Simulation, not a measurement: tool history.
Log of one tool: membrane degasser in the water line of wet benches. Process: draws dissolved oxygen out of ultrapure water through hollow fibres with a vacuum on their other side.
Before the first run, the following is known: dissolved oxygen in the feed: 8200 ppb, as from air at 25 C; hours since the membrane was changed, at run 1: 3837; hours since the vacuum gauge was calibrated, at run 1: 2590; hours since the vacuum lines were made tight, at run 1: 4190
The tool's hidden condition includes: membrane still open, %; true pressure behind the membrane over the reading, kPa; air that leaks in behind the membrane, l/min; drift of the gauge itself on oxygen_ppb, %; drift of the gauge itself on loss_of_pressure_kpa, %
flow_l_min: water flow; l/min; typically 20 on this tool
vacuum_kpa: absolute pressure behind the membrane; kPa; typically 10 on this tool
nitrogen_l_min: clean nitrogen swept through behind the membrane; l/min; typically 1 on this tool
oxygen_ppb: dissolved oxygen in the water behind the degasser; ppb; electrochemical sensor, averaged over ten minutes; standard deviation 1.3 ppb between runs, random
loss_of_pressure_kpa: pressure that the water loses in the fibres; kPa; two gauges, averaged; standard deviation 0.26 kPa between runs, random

| run | hour | flow_l_min | vacuum_kpa | nitrogen_l_min | hours since the membrane was changed | hours since the vacuum gauge was calibrated | hours since the vacuum lines were made tight | oxygen_ppb | loss_of_pressure_kpa |
|---|---|---|---|---|---|---|---|---|---|
| 1 | 0 | 20 | 10 | 1 | 3837 | 2590 | 4190 | 310.4 | 71 |
| 2 | 118.7 | 20 | 10 | 1 | 3956 | 2709 | 4308 | 308.4 | 71.27 |
| 3 | 217.9 | 20 | 10 | 1 | 4055 | 2808 | 4408 | 308.8 | 71.14 |
| 4 | 317.5 | 20 | 10 | 1 | 4155 | 2907 | 4507 | 310.5 | 71.42 |
| 5 | 379.9 | 20 | 10 | 1 | 4217 | 2970 | 4570 | 309.9 | 71.12 |
|  | 428.5 | vacuum gauge calibrated |
| 6 | 491.8 | 20 | 10 | 1 | 4328 | 63 | 4681 | 301.5 | 71.38 |
| 7 | 597.3 | 20 | 10 | 1 | 4434 | 169 | 4787 | 303.8 | 71.04 |
| 8 | 692.4 | 20 | 10 | 1 | 4529 | 264 | 4882 | 300.3 | 71.4 |
| 9 | 771.5 | 20 | 17.3 | 1 | 4608 | 343 | 4961 | 603.2 | 71.71 |
| 10 | 900.7 | 20 | 17.3 | 1 | 4737 | 472 | 5090 | 608.1 | 71.5 |
| 11 | 964.3 | 20 | 17.3 | 1 | 4801 | 536 | 5154 | 606.8 | 71.3 |
| 12 | 1060.4 | 14 | 22.3 | 1 | 4897 | 632 | 5250 | 596 | 50.19 |
| 13 | 1126.3 | 14 | 23.2 | 1.43 | 4963 | 698 | 5316 | 456.3 | 50.1 |
| 14 | 1244 | 14 | 23.2 | 1.43 | 5081 | 816 | 5433 | 462.7 | 50.52 |
| 15 | 1341.1 | 14 | 23.2 | 1.43 | 5178 | 913 | 5530 | 461.3 | 50.45 |
| 16 | 1445.5 | 14 | 23.2 | 1.43 | 5282 | 1017 | 5635 | 459.1 | 50.03 |
| 17 | 1532 | 14 | 23.2 | 1.43 | 5369 | 1104 | 5721 | 461.5 | 50.15 |
| 18 | 1603.9 | 20 | 19.3 | 1.85 | 5441 | 1175 | 5793 | 408.1 | 71.52 |
| 19 | 1665.9 | 19 | 6 | 1.85 | 5503 | 1237 | 5855 | 75.2 | 68 |

Consider 3 possible next runs. They are alternatives, not a sequence: every one starts from the tool as it was left by run 19. What does each give?
| A | 1737.3 | 20 | 10 | 0.7 | 5574 | 1309 | 5927 | ? | ? |
| B | 1737.3 | 29 | 10 | 1 | 5574 | 1309 | 5927 | ? | ? |
| C | 1737.3 | 16 | 13 | 1 | 5574 | 1309 | 5927 | ? | ? |

| run | oxygen_ppb | loss_of_pressure_kpa |
|---|---|---|
| A | 405.9 | 72.05 |
| B | 420.5 | 104.25 |
| C | 359.7 | 57.96 |
With no hidden state in the tool, these same runs would have given:
| run | oxygen_ppb | loss_of_pressure_kpa |
|---|---|---|
| A | 395.2 | 69.04 |
| B | 409.1 | 99.89 |
| C | 346.7 | 55.54 |

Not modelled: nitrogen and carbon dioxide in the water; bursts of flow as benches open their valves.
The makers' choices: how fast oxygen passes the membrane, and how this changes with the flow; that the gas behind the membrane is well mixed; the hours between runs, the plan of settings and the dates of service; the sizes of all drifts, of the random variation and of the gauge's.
